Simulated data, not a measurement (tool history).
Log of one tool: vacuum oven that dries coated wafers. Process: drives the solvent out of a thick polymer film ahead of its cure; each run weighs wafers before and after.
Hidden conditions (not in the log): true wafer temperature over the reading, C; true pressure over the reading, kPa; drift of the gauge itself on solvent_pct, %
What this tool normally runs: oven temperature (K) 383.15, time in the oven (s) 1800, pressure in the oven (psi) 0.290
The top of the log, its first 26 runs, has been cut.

run	day	oven temperature (K)	time in the oven (s)	pressure in the oven (psi)	hours of work since the thermocouples were calibrated	hours of work since the vacuum gauge was cleaned of residue	solvent left in the film (%)
27	14.912	371.15	1800	0.229	1223	206	6.19
28	15.342	378.15	1320	0.335	1227	211	5.85
29	16.050	396.15	1800	0.438	1236	219	0.88
30	16.671	383.15	2700	0.290	1243	226	1.32
31	17.171	374.15	3000	0.651	1248	232	3.36
32	17.729	374.15	3000	0.651	1255	239	3.32
33	18.333	382.15	1020	0.290	1262	245	6.04
34	18.854	377.15	2700	0.164	1268	251	2.31
35	19.388	395.15	1140	0.149	1274	257	2.04
36	20.112	395.15	1140	0.149	1282	266	1.99
37	20.758	395.15	1140	0.149	1289	273	2.01
38	21.171	397.15	1800	0.290	1294	278	0.66
39	21.879	383.15	1800	0.252	1302	286	2.72
40	22.646	387.15	1920	0.196	1311	295	1.62
41	23.212	387.15	3000	0.355	1317	301	0.76
42	23.550	385.15	2940	0.264	1321	305	0.91
43	23.900	388.15	1800	0.329	1325	309	1.84
44	24.329	379.15	1800	0.290	1330	314	3.84
45	24.712	379.15	1800	0.290	1335	318	3.79
46	25.171	396.15	1620	0.220	1340	324	0.89
47	25.921	370.15	1620	0.239	1348	332	6.96

Each row is a separate what-if for the run after 47, all from the same tool condition, not one after another. Results?
A	26.383	390.15	1680	0.239	1354	338	?
B	26.383	383.15	3180	0.184	1354	338	?
C	26.383	383.15	1800	0.422	1354	338	?

run	solvent left in the film (%)
A	1.61
B	0.84
C	2.96
What these runs would have given with no unlogged condition in the tool:
run	solvent left in the film (%)
A	2.13
B	1.18
C	3.69
